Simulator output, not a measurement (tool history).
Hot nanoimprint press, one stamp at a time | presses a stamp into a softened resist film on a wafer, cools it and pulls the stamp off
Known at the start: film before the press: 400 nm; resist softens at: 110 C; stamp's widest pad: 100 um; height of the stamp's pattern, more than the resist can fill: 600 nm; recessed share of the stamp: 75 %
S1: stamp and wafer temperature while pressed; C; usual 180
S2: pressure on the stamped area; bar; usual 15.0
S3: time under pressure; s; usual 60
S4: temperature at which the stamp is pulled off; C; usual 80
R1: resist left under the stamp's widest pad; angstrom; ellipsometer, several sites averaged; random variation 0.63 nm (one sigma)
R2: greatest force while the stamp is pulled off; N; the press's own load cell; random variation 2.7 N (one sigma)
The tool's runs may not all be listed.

run,hour,S1,S2,S3,S4,R1,R2
1,0.0,180,15.0,60,80,2247,151
2,14.5,180,15.0,60,80,2248,153
3,27.0,180,15.0,60,80,2233,149
4,37.0,173,15.0,60,80,2865,155
5,52.5,180,15.0,60,80,2250,150
6,60.6,180,15.0,60,80,2245,156
7,77.3,180,15.0,60,80,2263,159
8,90.4,188,15.0,60,80,1646,163
# hour 105.2: stamp cleaned and given a new release coat
9,109.3,180,20.8,60,80,1994,125
10,127.1,180,20.8,60,80,1990,129
11,140.8,180,20.8,48,80,2156,134
12,148.9,180,20.8,48,80,2154,134
13,164.1,180,20.8,48,80,2145,133
14,174.9,180,15.0,60,80,2253,128
15,191.7,180,15.0,60,80,2270,134
16,211.1,180,15.0,37,80,2639,140
17,230.6,191,11.9,33,74,2047,158
18,239.6,191,11.9,33,74,2038,168
19,257.7,179,14.7,109,74,1931,169
20,265.8,179,14.7,109,74,1944,163
21,280.1,179,14.7,109,74,1946,164

The next listed run, before its measurement:
22,297.4,191,12.7,120,72,?,?

R1: 1180 angstrom
R2: 175 N
Without the tool's hidden state the same run would have given R1 1158 angstrom, R2 153 N.
